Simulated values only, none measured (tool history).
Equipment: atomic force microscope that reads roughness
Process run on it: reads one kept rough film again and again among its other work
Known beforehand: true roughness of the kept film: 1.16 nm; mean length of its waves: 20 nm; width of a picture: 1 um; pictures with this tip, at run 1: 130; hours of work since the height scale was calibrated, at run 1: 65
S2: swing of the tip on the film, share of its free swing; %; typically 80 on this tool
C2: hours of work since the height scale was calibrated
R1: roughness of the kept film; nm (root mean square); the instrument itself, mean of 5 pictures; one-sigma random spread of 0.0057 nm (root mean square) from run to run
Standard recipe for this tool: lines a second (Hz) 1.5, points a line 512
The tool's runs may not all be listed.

Run 1, hour 0: usual settings; pictures with this tip 130; C2 65. Result: R1 0.933 nm (root mean square).
Run 2, hour 6.7: usual settings; pictures with this tip 136; C2 68. Result: R1 0.922 nm (root mean square).
Run 3, hour 12.8: usual settings; pictures with this tip 142; C2 71. Result: R1 0.908 nm (root mean square).
Run 4, hour 23: usual settings; pictures with this tip 151; C2 77. Result: R1 0.912 nm (root mean square).
Run 5, hour 31.1: usual settings; pictures with this tip 159; C2 81. Result: R1 0.904 nm (root mean square).
Run 6, hour 41.1: usual settings; pictures with this tip 168; C2 86. Result: R1 0.887 nm (root mean square).
Run 7, hour 49.7: usual settings but lines a second (Hz) 0.87; pictures with this tip 176; C2 91. Result: R1 0.898 nm (root mean square).
Run 8, hour 57.7: usual settings; pictures with this tip 183; C2 95. Result: R1 0.887 nm (root mean square).
Run 9, hour 68.4: usual settings; pictures with this tip 193; C2 100. Result: R1 0.878 nm (root mean square).
Run 10, hour 75.7: usual settings; pictures with this tip 200; C2 104. Result: R1 0.879 nm (root mean square).
Run 11, hour 85: usual settings; pictures with this tip 209; C2 109. Result: R1 0.866 nm (root mean square).
At hour 91.2: new tip fitted.
Run 12, hour 93.4: usual settings but points a line 859; pictures with this tip 2; C2 113. Result: R1 0.997 nm (root mean square).
Run 13, hour 100: usual settings but points a line 859; pictures with this tip 8; C2 117. Result: R1 0.985 nm (root mean square).
Run 14, hour 107.6: usual settings; pictures with this tip 16; C2 121. Result: R1 0.983 nm (root mean square).
Run 15, hour 117.6: usual settings but lines a second (Hz) 1.62, points a line 950; pictures with this tip 25; C2 126. Result: R1 0.972 nm (root mean square).
Run 16, hour 124.5: usual settings but lines a second (Hz) 1.91, S2 55 %, points a line 629; pictures with this tip 31; C2 129. Result: R1 1.016 nm (root mean square).
Run 17, hour 132.4: usual settings but lines a second (Hz) 1.91, S2 55 %, points a line 629; pictures with this tip 39; C2 133. Result: R1 1.005 nm (root mean square).
Run 18, hour 137.9: usual settings but lines a second (Hz) 1.91, S2 55 %, points a line 629; pictures with this tip 44; C2 136. Result: R1 1.007 nm (root mean square).
Run 19, hour 146.9: usual settings but lines a second (Hz) 0.68, S2 55 %, points a line 857; pictures with this tip 52; C2 141. Result: R1 1.016 nm (root mean square).
Run 20, hour 155.9: usual settings but lines a second (Hz) 0.68, S2 55 %, points a line 857; pictures with this tip 60; C2 146. Result: R1 1.011 nm (root mean square).
Run 21, hour 167.5: usual settings but lines a second (Hz) 1.17, S2 63 %, points a line 666; pictures with this tip 71; C2 152. Result: R1 0.982 nm (root mean square).
Run 22, hour 179.2: usual settings but S2 58 %, points a line 298; pictures with this tip 82; C2 158. Result: R1 0.948 nm (root mean square).
Run 23, hour 184.5: usual settings but S2 58 %, points a line 298; pictures with this tip 87; C2 161. Result: R1 0.961 nm (root mean square).
Run 24, hour 194: usual settings but lines a second (Hz) 1.78, S2 73 %, points a line 858; pictures with this tip 96; C2 166. Result: R1 0.944 nm (root mean square).
Run 25, hour 201.3: usual settings but lines a second (Hz) 1.57, S2 85 %, points a line 961; pictures with this tip 103; C2 169. Result: R1 0.91 nm (root mean square).
Run 26, hour 208.3: usual settings but S2 59 %, points a line 582; pictures with this tip 109; C2 173. Result: R1 0.954 nm (root mean square).
Run 27, hour 216.6: usual settings but lines a second (Hz) 1.09, points a line 655; pictures with this tip 117; C2 177. Result: R1 0.934 nm (root mean square).
Run 28, hour 226.5: usual settings but lines a second (Hz) 1.09, points a line 655; pictures with this tip 126; C2 183. Result: R1 0.93 nm (root mean square).

3 ways to go on from here, each from the tool as it stands after run 28. What would each give?
Run A, hour 233.4: usual settings but lines a second (Hz) 2.8, S2 84 %, points a line 748; pictures with this tip 132; C2 186. Result: R1 ?.
Run B, hour 233.4: usual settings but lines a second (Hz) 1.09, points a line 418; pictures with this tip 132; C2 186. Result: R1 ?.
Run C, hour 233.4: usual settings but S2 61 %; pictures with this tip 132; C2 186. Result: R1 ?.

run     R1
  A  0.858
  B  0.909
  C  0.945
With the hidden condition removed and each run's random variation left untouched, the same runs would have given:
run     R1
  A  0.953
  B  1.012
  C  1.051
